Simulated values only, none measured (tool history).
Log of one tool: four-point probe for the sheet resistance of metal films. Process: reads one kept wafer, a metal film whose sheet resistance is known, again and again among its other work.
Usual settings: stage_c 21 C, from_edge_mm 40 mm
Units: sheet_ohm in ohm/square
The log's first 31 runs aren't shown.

run 32 hour=1055.7 | stage_c=28 from_edge_mm=53 | sheet_ohm=25.150369
run 33 hour=1086.9 | stage_c=28 from_edge_mm=53 | sheet_ohm=25.158236
run 34 hour=1114.9 | stage_c=22 from_edge_mm=40 | sheet_ohm=25.203047
run 35 hour=1157.2 | stage_c=26 from_edge_mm=54 | sheet_ohm=25.18956
run 36 hour=1193.6 | stage_c=26 from_edge_mm=37 | sheet_ohm=25.193191
run 37 hour=1217.8 | stage_c=26 from_edge_mm=13 | sheet_ohm=25.244183
run 38 hour=1247.3 | stage_c=25 from_edge_mm=3 | sheet_ohm=25.807008
run 39 hour=1268.3 | stage_c=21 from_edge_mm=25 | sheet_ohm=25.249789
run 40 hour=1293.8 | stage_c=23 from_edge_mm=8 | sheet_ohm=25.316279
run 41 hour=1328 | stage_c=33 from_edge_mm=40 | sheet_ohm=25.183738
run 42 hour=1375.3 | stage_c=19 from_edge_mm=40 | sheet_ohm=25.277424
run 43 hour=1400.3 | stage_c=28 from_edge_mm=36 | sheet_ohm=25.221432
run 44 hour=1435.8 | stage_c=32 from_edge_mm=15 | sheet_ohm=25.236716
run 45 hour=1460.2 | stage_c=19 from_edge_mm=4 | sheet_ohm=25.626289
run 46 hour=1492.7 | stage_c=21 from_edge_mm=50 | sheet_ohm=25.285575

Forecast each of these 3 alternatives for the next run:
run A hour=1513.8 | stage_c=21 from_edge_mm=5 | sheet_ohm=?
run B hour=1513.8 | stage_c=20 from_edge_mm=50 | sheet_ohm=?
run C hour=1513.8 | stage_c=20 from_edge_mm=50 | sheet_ohm=?

run=A sheet_ohm=25.495209
run=B sheet_ohm=25.296316
run=C sheet_ohm=25.294952
Without the tool's hidden state the same runs would have given:
run=A sheet_ohm=25.260651
run=B sheet_ohm=25.063502
run=C sheet_ohm=25.062151

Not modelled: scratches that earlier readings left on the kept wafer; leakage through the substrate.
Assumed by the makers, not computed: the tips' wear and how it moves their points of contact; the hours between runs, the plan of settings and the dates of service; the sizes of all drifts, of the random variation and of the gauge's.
